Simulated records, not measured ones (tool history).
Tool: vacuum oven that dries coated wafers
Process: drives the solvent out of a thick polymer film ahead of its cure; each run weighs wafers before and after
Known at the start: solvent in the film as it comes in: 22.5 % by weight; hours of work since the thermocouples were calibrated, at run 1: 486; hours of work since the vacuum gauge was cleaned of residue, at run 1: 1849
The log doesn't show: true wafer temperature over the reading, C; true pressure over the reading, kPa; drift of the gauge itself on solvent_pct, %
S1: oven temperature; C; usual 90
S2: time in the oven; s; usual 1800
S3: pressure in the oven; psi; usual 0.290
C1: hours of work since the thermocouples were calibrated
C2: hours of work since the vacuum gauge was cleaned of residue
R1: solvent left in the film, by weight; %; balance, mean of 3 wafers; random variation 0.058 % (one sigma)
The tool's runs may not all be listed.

run,hour,S1,S2,S3,C1,C2,R1
1,0.0,90,1800,0.290,486,1849,3.96
2,94.7,90,1800,0.290,531,1894,4.10
3,164.5,90,1800,0.290,564,1928,4.08
4,276.8,90,1800,0.290,618,1981,4.28
5,336.7,90,1800,0.290,646,2010,4.18
6,445.9,97,1800,0.290,698,2062,2.76
7,524.6,97,1800,0.290,736,2099,2.81
8,577.9,100,1800,0.290,761,2125,2.39
9,638.7,100,1800,0.290,790,2154,2.50
10,750.0,90,1800,0.290,843,2207,4.40
11,838.3,90,1800,0.290,885,2249,4.36
12,885.1,90,1800,0.290,908,2271,4.47
13,950.7,81,1800,0.290,939,2302,8.18
14,1005.2,90,1800,0.290,965,2328,4.56
15,1083.7,90,1800,0.290,1002,2366,4.69
# hour 1122.0: oven's thermocouples calibrated
16,1193.0,95,1800,0.290,34,2417,3.18
17,1305.9,95,1800,0.290,88,2471,3.16
18,1370.2,90,1080,0.290,118,2501,5.94
19,1421.3,90,1080,0.181,143,2526,5.32
20,1488.2,90,1800,0.290,175,2557,4.37
21,1567.9,90,1800,0.290,212,2595,4.43
22,1631.6,90,1800,0.292,243,2626,4.44
23,1733.7,90,1800,0.290,291,2674,4.46
24,1806.1,77,1200,0.290,326,2709,12.00
# hour 1821.6: vacuum gauge cleaned of residue and calibrated
25,1897.8,84,2700,0.445,369,36,5.31
26,1969.9,90,1800,0.505,403,71,4.91
27,2022.1,84,1380,0.357,428,96,7.22
28,2097.0,103,1380,0.357,464,131,1.96
29,2149.8,103,3060,0.168,489,156,0.88
30,2232.2,88,1800,0.290,528,196,3.97
31,2301.1,99,1800,0.247,561,229,1.78
32,2372.3,99,1800,0.247,595,262,1.72
33,2457.2,101,1800,0.963,636,303,5.52
34,2516.3,90,1800,0.689,664,331,6.83
35,2600.9,90,1800,0.689,704,371,6.69
36,2684.1,94,1800,1.008,744,411,7.66
37,2733.0,94,1800,1.008,767,434,7.71
38,2781.2,94,1800,1.008,790,457,7.93
39,2829.3,88,2520,0.315,813,480,3.57
40,2889.8,88,2520,0.315,842,509,3.67
41,2962.5,88,2520,0.315,876,544,3.80
42,3073.6,88,2520,0.315,929,597,3.78
43,3171.7,105,3000,0.290,976,643,1.58
44,3231.1,99,1320,0.499,1004,672,3.82
# hour 3268.6: oven's thermocouples calibrated
45,3295.6,77,1140,0.499,13,701,12.56
46,3407.1,94,1740,0.154,66,755,1.74

Forecast each of these 3 alternatives for the next run:
A,3504.3,104,1200,0.618,112,801,?
B,3504.3,77,1740,0.154,112,801,?
C,3504.3,99,2640,0.336,112,801,?

run,R1
A,3.35
B,7.41
C,2.20
Without the tool's hidden state the same runs would have given:
run,R1
A,3.08
B,6.81
C,1.91
